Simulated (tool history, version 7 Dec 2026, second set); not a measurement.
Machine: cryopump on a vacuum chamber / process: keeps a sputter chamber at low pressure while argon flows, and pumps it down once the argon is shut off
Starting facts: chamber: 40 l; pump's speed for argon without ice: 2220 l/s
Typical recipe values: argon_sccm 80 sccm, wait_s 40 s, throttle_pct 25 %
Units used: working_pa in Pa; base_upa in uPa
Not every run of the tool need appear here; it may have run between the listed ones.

Run 1, hour 0: usual settings. Result: working_pa 0.2438 Pa, base_upa 1.3 uPa.
Run 2, hour 24: usual settings but argon_sccm 116 sccm. Result: working_pa 0.3551 Pa, base_upa 1.28 uPa.
Run 3, hour 57.7: usual settings but throttle_pct 43 %. Result: working_pa 0.144 Pa, base_upa 1.25 uPa.
Run 4, hour 77.9: usual settings but throttle_pct 43 %. Result: working_pa 0.1448 Pa, base_upa 1.26 uPa.
At hour 108.3: leaking fittings of the chamber tightened, without venting.
Run 5, hour 108.6: usual settings but throttle_pct 43 %. Result: working_pa 0.1443 Pa, base_upa 0.74 uPa.
Run 6, hour 147.3: usual settings. Result: working_pa 0.2464 Pa, base_upa 0.81 uPa.
Run 7, hour 172.2: usual settings. Result: working_pa 0.2473 Pa, base_upa 0.8 uPa.
Run 8, hour 193.3: usual settings. Result: working_pa 0.2473 Pa, base_upa 0.78 uPa.
Run 9, hour 213.5: usual settings. Result: working_pa 0.2498 Pa, base_upa 0.82 uPa.
Run 10, hour 255.1: usual settings. Result: working_pa 0.2504 Pa, base_upa 0.8 uPa.
Run 11, hour 285.1: usual settings. Result: working_pa 0.2504 Pa, base_upa 0.83 uPa.
Run 12, hour 312.3: usual settings. Result: working_pa 0.2508 Pa, base_upa 0.78 uPa.
Run 13, hour 333: usual settings. Result: working_pa 0.2505 Pa, base_upa 0.78 uPa.
Run 14, hour 368.8: usual settings. Result: working_pa 0.2521 Pa, base_upa 0.83 uPa.
Run 15, hour 408.7: usual settings. Result: working_pa 0.2524 Pa, base_upa 0.85 uPa.
Run 16, hour 438: usual settings. Result: working_pa 0.2535 Pa, base_upa 0.83 uPa.
Run 17, hour 466.2: usual settings. Result: working_pa 0.2522 Pa, base_upa 0.83 uPa.
Run 18, hour 486.7: usual settings. Result: working_pa 0.2531 Pa, base_upa 0.86 uPa.
Run 19, hour 514.9: usual settings but argon_sccm 115 sccm, throttle_pct 53 %. Result: working_pa 0.182 Pa, base_upa 0.84 uPa.
Run 20, hour 548.9: usual settings but argon_sccm 51 sccm, throttle_pct 49 %. Result: working_pa 0.0869 Pa, base_upa 0.87 uPa.
Run 21, hour 572.1: usual settings but argon_sccm 51 sccm, wait_s 47 s, throttle_pct 16 %. Result: working_pa 0.2512 Pa, base_upa 0.77 uPa.
Run 22, hour 590.7: usual settings but argon_sccm 74 sccm, wait_s 29 s, throttle_pct 16 %. Result: working_pa 0.3642 Pa, base_upa 1.09 uPa.
Run 23, hour 611.8: usual settings but wait_s 241 s. Result: working_pa 0.2579 Pa, base_upa 0.36 uPa.
Run 24, hour 639.1: usual settings but argon_sccm 135 sccm, wait_s 115 s. Result: working_pa 0.4334 Pa, base_upa 0.46 uPa.
Run 25, hour 658.3: usual settings but argon_sccm 110 sccm, wait_s 28 s, throttle_pct 34 %. Result: working_pa 0.2654 Pa, base_upa 1.18 uPa.
Run 26, hour 687.5: usual settings but argon_sccm 94 sccm, wait_s 35 s, throttle_pct 34 %. Result: working_pa 0.2295 Pa, base_upa 0.99 uPa.
Run 27, hour 708.7: usual settings but argon_sccm 94 sccm, wait_s 35 s, throttle_pct 34 %. Result: working_pa 0.23 Pa, base_upa 0.98 uPa.
Run 28, hour 737.4: usual settings but argon_sccm 148 sccm, wait_s 49 s, throttle_pct 20 %. Result: working_pa 0.5958 Pa, base_upa 0.77 uPa.

For run 29, what comes out?
Run 29, hour 772.7: usual settings but argon_sccm 39 sccm, wait_s 62 s, throttle_pct 19 %. Result: working_pa ?, base_upa ?.

working_pa: 0.1646 Pa
base_upa: 0.69 uPa
If the tool had no hidden condition, the same run with the same run-to-run variation would have returned working_pa 0.1559 Pa, base_upa 0.53 uPa.
